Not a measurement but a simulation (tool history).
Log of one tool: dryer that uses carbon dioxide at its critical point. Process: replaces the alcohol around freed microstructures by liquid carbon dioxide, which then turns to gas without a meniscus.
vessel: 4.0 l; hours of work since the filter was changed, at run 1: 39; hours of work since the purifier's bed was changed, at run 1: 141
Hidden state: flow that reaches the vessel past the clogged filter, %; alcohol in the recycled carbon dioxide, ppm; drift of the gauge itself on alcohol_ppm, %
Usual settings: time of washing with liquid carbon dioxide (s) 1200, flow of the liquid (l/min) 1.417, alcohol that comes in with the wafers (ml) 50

run    day  time of washing with liquid carbon dioxide (s)  flow of the liquid (l/min)  alcohol that comes in with the wafers (ml)  hours of work since the filter was changed  hours of work since the purifier's bed was changed  alcohol left in the vessel before it's heated (ppm by volume)
  1      0                                            1200                       1.417                                          50                                          39                                                 141                                                             58
  2  0.408                                            1200                       1.417                                          50                                          42                                                 145                                                             54
  3  0.704                                             900                       1.417                                          50                                          45                                                 148                                                            137
  4  0.875                                             900                        1.12                                          50                                          46                                                 149                                                            339
  5  1.112                                             900                        1.12                                          50                                          48                                                 151                                                            341
  6  1.325                                             900                        1.12                                          50                                          50                                                 153                                                            343
  7  1.654                                            1860                       1.417                                          50                                          53                                                 156                                                             36
  8  2.079                                            1200                       1.417                                          50                                          57                                                 159                                                             67
  9   2.35                                            1200                       1.417                                          50                                          59                                                 162                                                             65
 10  2.725                                            1200                       1.417                                          50                                          62                                                 165                                                             71
 11  3.029                                            1080                        2.34                                          46                                          65                                                 167                                                             55
 12  3.446                                            1200                        1.25                                          61                                          68                                                 171                                                            108
 13  3.858                                            1200                        1.25                                          61                                          72                                                 175                                                            101
 14  4.125                                            1200                        1.25                                          61                                          74                                                 177                                                            118
 15  4.533                                             780                        1.05                                          23                                          78                                                 180                                                            353
 16  4.796                                            1680                        1.44                                          23                                          80                                                 183                                                             51
 17  5.117                                            1740                        1.34                                          50                                          83                                                 185                                                             54
 18  5.312                                            1020                        1.34                                          50                                          84                                                 187                                                            140
 19  5.638                                            1500                       1.417                                         113                                          87                                                 190                                                             63

The same runs without the tool's hidden state, with the same run-to-run variation:
run  alcohol left in the vessel before it's heated (ppm by volume)
  1                                                             20
  2                                                             15
  3                                                             87
  4                                                            263
  5                                                            264
  6                                                            264
  7                                                              0
  8                                                             24
  9                                                             22
 10                                                             26
 11                                                             15
 12                                                             51
 13                                                             42
 14                                                             59
 15                                                            258
 16                                                              8
 17                                                              8
 18                                                             71
 19                                                             14
